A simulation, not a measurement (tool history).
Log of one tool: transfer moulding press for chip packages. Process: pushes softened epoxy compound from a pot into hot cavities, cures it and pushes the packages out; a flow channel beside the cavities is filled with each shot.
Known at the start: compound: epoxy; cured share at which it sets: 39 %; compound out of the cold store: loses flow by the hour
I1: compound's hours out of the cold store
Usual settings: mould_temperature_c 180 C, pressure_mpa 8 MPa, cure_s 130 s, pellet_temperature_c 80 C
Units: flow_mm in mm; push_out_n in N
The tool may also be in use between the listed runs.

Run 1, hour 0: usual settings; I1 41.8. Result: flow_mm 787 mm, push_out_n 472 N.
Run 2, hour 15.9: usual settings; I1 16. Result: flow_mm 850 mm, push_out_n 546 N.
Run 3, hour 26.3: usual settings but cure_s 148 s; I1 11.3. Result: flow_mm 865 mm, push_out_n 550 N.
Run 4, hour 39.2: usual settings; I1 44.8. Result: flow_mm 775 mm, push_out_n 607 N.
At hour 48.3: cavities cleaned with cleaning compound and waxed.
Run 5, hour 49.6: usual settings but pellet_temperature_c 88 C; I1 25.2. Result: flow_mm 823 mm, push_out_n 629 N.
Run 6, hour 63.2: usual settings but pellet_temperature_c 88 C; I1 32.4. Result: flow_mm 804 mm, push_out_n 657 N.
Run 7, hour 76.2: usual settings but pellet_temperature_c 88 C; I1 23.5. Result: flow_mm 827 mm, push_out_n 661 N.
At hour 85.4: cavities cleaned with cleaning compound and waxed, once more.
Run 8, hour 92.2: usual settings but pellet_temperature_c 88 C; I1 46.3. Result: flow_mm 767 mm, push_out_n 468 N.
Run 9, hour 104.1: usual settings but pellet_temperature_c 81 C; I1 22.6. Result: flow_mm 831 mm, push_out_n 536 N.
Run 10, hour 119: usual settings; I1 11.3. Result: flow_mm 853 mm, push_out_n 577 N.
Run 11, hour 131.5: usual settings; I1 42. Result: flow_mm 770 mm, push_out_n 603 N.
Run 12, hour 140.1: usual settings; I1 27.4. Result: flow_mm 817 mm, push_out_n 621 N.
At hour 147.4: cavities cleaned with cleaning compound and waxed.
Run 13, hour 156.3: usual settings; I1 25.6. Result: flow_mm 818 mm, push_out_n 464 N.
Run 14, hour 162.7: usual settings; I1 17.5. Result: flow_mm 831 mm, push_out_n 517 N.
Run 15, hour 173: usual settings but mould_temperature_c 183 C, cure_s 133 s; I1 35.3. Result: flow_mm 785 mm, push_out_n 501 N.
Run 16, hour 188.6: usual settings but mould_temperature_c 183 C, cure_s 133 s; I1 17.8. Result: flow_mm 826 mm, push_out_n 554 N.
Run 17, hour 196.1: usual settings but mould_temperature_c 179 C, pressure_mpa 7.44 MPa; I1 11.2. Result: flow_mm 827 mm, push_out_n 645 N.
Run 18, hour 202.7: usual settings but mould_temperature_c 178 C, pressure_mpa 7.44 MPa, cure_s 159 s; I1 41.7. Result: flow_mm 751 mm, push_out_n 579 N.
At hour 209.5: cavities cleaned with cleaning compound and waxed.
Run 19, hour 217.5: usual settings but pressure_mpa 6.79 MPa; I1 29.3. Result: flow_mm 738 mm, push_out_n 464 N.
Run 20, hour 230.5: usual settings but mould_temperature_c 183 C, pressure_mpa 6.79 MPa, cure_s 152 s; I1 25.8. Result: flow_mm 739 mm, push_out_n 484 N.
Run 21, hour 245.4: usual settings but mould_temperature_c 183 C, pressure_mpa 6.79 MPa, cure_s 152 s; I1 30.2. Result: flow_mm 726 mm, push_out_n 532 N.
Run 22, hour 255.6: usual settings but pressure_mpa 6.11 MPa, pellet_temperature_c 85 C; I1 22.8. Result: flow_mm 715 mm, push_out_n 585 N.
Run 23, hour 265.3: usual settings but mould_temperature_c 187 C, cure_s 134 s, pellet_temperature_c 74 C; I1 38.2. Result: flow_mm 764 mm, push_out_n 544 N.
At hour 271.2: cavities cleaned with cleaning compound and waxed.
Run 24, hour 278.1: usual settings but mould_temperature_c 187 C, cure_s 134 s, pellet_temperature_c 74 C; I1 36. Result: flow_mm 764 mm, push_out_n 425 N.
Run 25, hour 287.3: usual settings but mould_temperature_c 175 C; I1 38.4. Result: flow_mm 795 mm, push_out_n 598 N.
Run 26, hour 301.6: usual settings but mould_temperature_c 187 C, pressure_mpa 7.51 MPa, cure_s 142 s; I1 22.7. Result: flow_mm 766 mm, push_out_n 531 N.
Run 27, hour 311.3: usual settings but pellet_temperature_c 82 C; I1 9.2. Result: flow_mm 849 mm, push_out_n 600 N.
Run 28, hour 321.4: usual settings but pellet_temperature_c 82 C; I1 32. Result: flow_mm 789 mm, push_out_n 592 N.

The same runs without the tool's hidden state, with the same run-to-run variation:
The hidden state here: true mould temperature over the reading, C; pressure that reaches the compound, % of what is set; grip of the stained cavities, % over clean ones'; drift of the gauge itself on flow_mm, %; drift of the gauge itself on push_out_n, %.
run  flow_mm  push_out_n
  1      796         400
  2      861         413
  3      877         390
  4      787         415
  5      837         392
  6      818         410
  7      842         409
  8      782         420
  9      849         431
 10      872         426
 11      788         421
 12      837         424
 13      839         417
 14      853         436
 15      807         387
 16      850         392
 17      851         451
 18      774         390
 19      761         418
 20      763         382
 21      751         384
 22      740         412
 23      791         365
 24      793         381
 25      825         506
 26      796         391
 27      884         436
 28      822         410
